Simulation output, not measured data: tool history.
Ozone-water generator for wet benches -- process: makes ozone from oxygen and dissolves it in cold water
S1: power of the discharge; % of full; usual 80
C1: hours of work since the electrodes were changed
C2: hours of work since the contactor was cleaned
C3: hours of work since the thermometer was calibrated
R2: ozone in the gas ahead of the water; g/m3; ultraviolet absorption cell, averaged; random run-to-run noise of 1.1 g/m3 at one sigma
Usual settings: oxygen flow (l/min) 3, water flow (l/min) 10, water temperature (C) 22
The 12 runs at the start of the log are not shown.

{"run": 13, "day": 25.296, "S1": 80, "oxygen flow (l/min)": 3, "water flow (l/min)": 10, "water temperature (C)": 23, "C1": 800, "C2": 2802, "C3": 5268, "dissolved ozone (ppm)": 18.2, "R2": 177.7}
{"run": 14, "day": 27.058, "S1": 80, "oxygen flow (l/min)": 3, "water flow (l/min)": 10, "water temperature (C)": 23, "C1": 830, "C2": 2832, "C3": 5298, "dissolved ozone (ppm)": 18.4, "R2": 178.4}
{"run": 15, "day": 29.108, "S1": 80, "oxygen flow (l/min)": 3, "water flow (l/min)": 10, "water temperature (C)": 23, "C1": 866, "C2": 2868, "C3": 5334, "dissolved ozone (ppm)": 18.5, "R2": 178.1}
{"run": 16, "day": 30.438, "S1": 99, "oxygen flow (l/min)": 3, "water flow (l/min)": 10, "water temperature (C)": 23, "C1": 889, "C2": 2891, "C3": 5357, "dissolved ozone (ppm)": 21.9, "R2": 212.9}
{"run": 17, "day": 32.55, "S1": 99, "oxygen flow (l/min)": 3, "water flow (l/min)": 10, "water temperature (C)": 23, "C1": 926, "C2": 2928, "C3": 5394, "dissolved ozone (ppm)": 22, "R2": 215.5}
{"run": 18, "day": 33.842, "S1": 55, "oxygen flow (l/min)": 3, "water flow (l/min)": 9, "water temperature (C)": 22, "C1": 948, "C2": 2950, "C3": 5416, "dissolved ozone (ppm)": 14.7, "R2": 129.4}
{"run": 19, "day": 35.958, "S1": 98, "oxygen flow (l/min)": 3, "water flow (l/min)": 12, "water temperature (C)": 22, "C1": 985, "C2": 2987, "C3": 5453, "dissolved ozone (ppm)": 19.1, "R2": 209.3}
{"run": 20, "day": 37.133, "S1": 79, "oxygen flow (l/min)": 2.92, "water flow (l/min)": 15, "water temperature (C)": 24, "C1": 1005, "C2": 3007, "C3": 5473, "dissolved ozone (ppm)": 13, "R2": 177.5}
{"run": 21, "day": 38.179, "S1": 80, "oxygen flow (l/min)": 4.34, "water flow (l/min)": 13, "water temperature (C)": 22, "C1": 1023, "C2": 3026, "C3": 5491, "dissolved ozone (ppm)": 15.3, "R2": 150.4}
{"run": 22, "day": 39.742, "S1": 80, "oxygen flow (l/min)": 4.34, "water flow (l/min)": 13, "water temperature (C)": 22, "C1": 1051, "C2": 3053, "C3": 5518, "dissolved ozone (ppm)": 15.1, "R2": 148}

Predict the results of run 23:
{"run": 23, "day": 42.196, "S1": 80, "oxygen flow (l/min)": 4.34, "water flow (l/min)": 13, "water temperature (C)": 22, "C1": 1093, "C2": 3095, "C3": 5561, "dissolved ozone (ppm)": "?", "R2": "?"}

{"run 23": {"dissolved ozone (ppm)": 15, "R2": 147.1}}
On a tool with no hidden condition, and with the same random variation, this run would have come out at dissolved ozone (ppm) 16.6, R2 154.5 g/m3.
